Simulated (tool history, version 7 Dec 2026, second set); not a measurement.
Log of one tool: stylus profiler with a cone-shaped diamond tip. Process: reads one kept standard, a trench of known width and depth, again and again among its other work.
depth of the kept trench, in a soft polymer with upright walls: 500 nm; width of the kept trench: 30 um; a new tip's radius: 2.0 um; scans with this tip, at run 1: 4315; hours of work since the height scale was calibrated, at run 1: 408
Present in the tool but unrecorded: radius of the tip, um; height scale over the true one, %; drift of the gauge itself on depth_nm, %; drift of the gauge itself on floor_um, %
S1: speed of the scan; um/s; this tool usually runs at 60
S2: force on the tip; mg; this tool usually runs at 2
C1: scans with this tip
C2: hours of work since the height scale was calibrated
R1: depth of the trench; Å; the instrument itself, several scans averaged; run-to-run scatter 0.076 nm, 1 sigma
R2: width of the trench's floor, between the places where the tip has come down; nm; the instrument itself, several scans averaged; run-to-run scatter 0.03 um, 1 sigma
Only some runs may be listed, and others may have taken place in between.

| run | hour | S1 | S2 | C1 | C2 | R1 | R2 |
|---|---|---|---|---|---|---|---|
| 1 | 0 | 60 | 2 | 4315 | 408 | 5037.9 | 26890 |
| 2 | 76 | 39 | 2 | 4897 | 463 | 5037.3 | 26960 |
| 3 | 132.6 | 39 | 2 | 5332 | 504 | 5037.4 | 26910 |
| 4 | 204.9 | 39 | 2 | 5886 | 556 | 5035.5 | 26940 |
| 5 | 256.2 | 60 | 2 | 6279 | 593 | 5035.6 | 26860 |
| 6 | 331.1 | 60 | 1.22 | 6853 | 647 | 5024.2 | 26710 |
| 7 | 404.5 | 43 | 2 | 7416 | 700 | 5035.2 | 26880 |
| 8 | 486.1 | 60 | 2 | 8041 | 760 | 5035.4 | 26720 |
| 9 | 551.6 | 60 | 2 | 8544 | 807 | 5033.7 | 26740 |
| 10 | 623.9 | 60 | 4.64 | 9099 | 859 | 5063.7 | 26750 |
| 11 | 699.4 | 60 | 1.9 | 9677 | 914 | 5032 | 26670 |
| 12 | 744.4 | 60 | 1.9 | 10022 | 947 | 5032 | 26640 |
| 13 | 826.2 | 60 | 1.9 | 10650 | 1006 | 5031.2 | 26650 |
| 14 | 869.4 | 60 | 1.9 | 10981 | 1037 | 5033.1 | 26650 |
| 15 | 944.7 | 36 | 2 | 11558 | 1092 | 5032.3 | 26700 |
| 16 | 1019.9 | 36 | 2 | 12135 | 1146 | 5032.3 | 26770 |
| 17 | 1081.2 | 238 | 2 | 12605 | 1191 | 5030.6 | 25720 |
| 18 | 1141 | 60 | 2 | 13063 | 1234 | 5032.2 | 26610 |
| 19 | 1218.3 | 60 | 2 | 13655 | 1290 | 5031.3 | 26520 |
|  | 1225.4 | height scale calibrated on a step standard |
| 20 | 1263.4 | 60 | 3.27 | 13998 | 28 | 5041 | 26540 |
| 21 | 1322.9 | 60 | 2 | 14454 | 71 | 5027 | 26500 |
| 22 | 1399 | 25 | 0.74 | 15038 | 126 | 5006.2 | 26620 |
| 23 | 1450.9 | 25 | 0.74 | 15436 | 163 | 5007.6 | 26530 |
| 24 | 1490.5 | 43 | 1.94 | 15739 | 192 | 5026 | 26490 |
| 25 | 1555.8 | 86 | 0.79 | 16240 | 239 | 5007.5 | 26110 |
| 26 | 1632.2 | 86 | 0.79 | 16826 | 295 | 5008.2 | 26070 |
|  | 1650.6 | height scale calibrated on a step standard, once more |
| 27 | 1702.1 | 188 | 0.92 | 17358 | 37 | 5023.1 | 25400 |
| 28 | 1741.5 | 32 | 0.9 | 17659 | 66 | 5023.1 | 26430 |
| 29 | 1813.7 | 32 | 0.9 | 18213 | 118 | 5021.2 | 26480 |
| 30 | 1875.3 | 32 | 0.9 | 18686 | 163 | 5021.2 | 26450 |
| 31 | 1928.9 | 32 | 0.9 | 19096 | 202 | 5021.4 | 26380 |
| 32 | 1993.3 | 61 | 0.72 | 19590 | 248 | 5016.6 | 26100 |
| 33 | 2066.9 | 57 | 1.27 | 20155 | 302 | 5026.8 | 26230 |
| 34 | 2121.6 | 45 | 1.31 | 20574 | 341 | 5027 | 26330 |
| 35 | 2165.2 | 116 | 0.86 | 20908 | 373 | 5020.2 | 25720 |
| 36 | 2204.6 | 26 | 3.37 | 21211 | 401 | 5051.5 | 26480 |
| 37 | 2266.9 | 135 | 4.37 | 21688 | 446 | 5062 | 26080 |
| 38 | 2331.5 | 41 | 1.37 | 22183 | 493 | 5027.7 | 26360 |
| 39 | 2377.6 | 41 | 1.37 | 22537 | 527 | 5027.2 | 26290 |
| 40 | 2445 | 29 | 2 | 23054 | 575 | 5035 | 26300 |
| 41 | 2498.6 | 36 | 5.64 | 23464 | 614 | 5075.1 | 26350 |
| 42 | 2550.4 | 36 | 5.64 | 23862 | 652 | 5073.8 | 26360 |

Hidden state or all else? Some run-to-run changes of R1, split into what the settings, what came in and random variation would give without the hidden state, and what is left for the hidden state (with any gauge scatter that isn't in both results):
Run 10 -> 11: S2 4.64 -> 1.9. R1 -31.7 Å: hidden state -0.4, all else -31.3.
Run 19 -> 20: S2 2 -> 3.27, height scale calibrated on a step standard. R1 +9.7 Å: hidden state -4.1, all else +13.8.
Run 25 -> 26: no setting changed, nothing entered. R1 +0.7 Å: hidden state -0.5, all else +1.2.
Run 26 -> 27: S1 86 -> 188, S2 0.79 -> 0.92, height scale calibrated on a step standard, once more. R1 +14.9 Å: hidden state +13.3, all else +1.6.
Run 37 -> 38: S1 135 -> 41, S2 4.37 -> 1.37. R1 -34.3 Å: hidden state -0.4, all else -33.9.
Run 40 -> 41: S1 29 -> 36, S2 2 -> 5.64. R1 +40.1 Å: hidden state -0.4, all else +40.5.
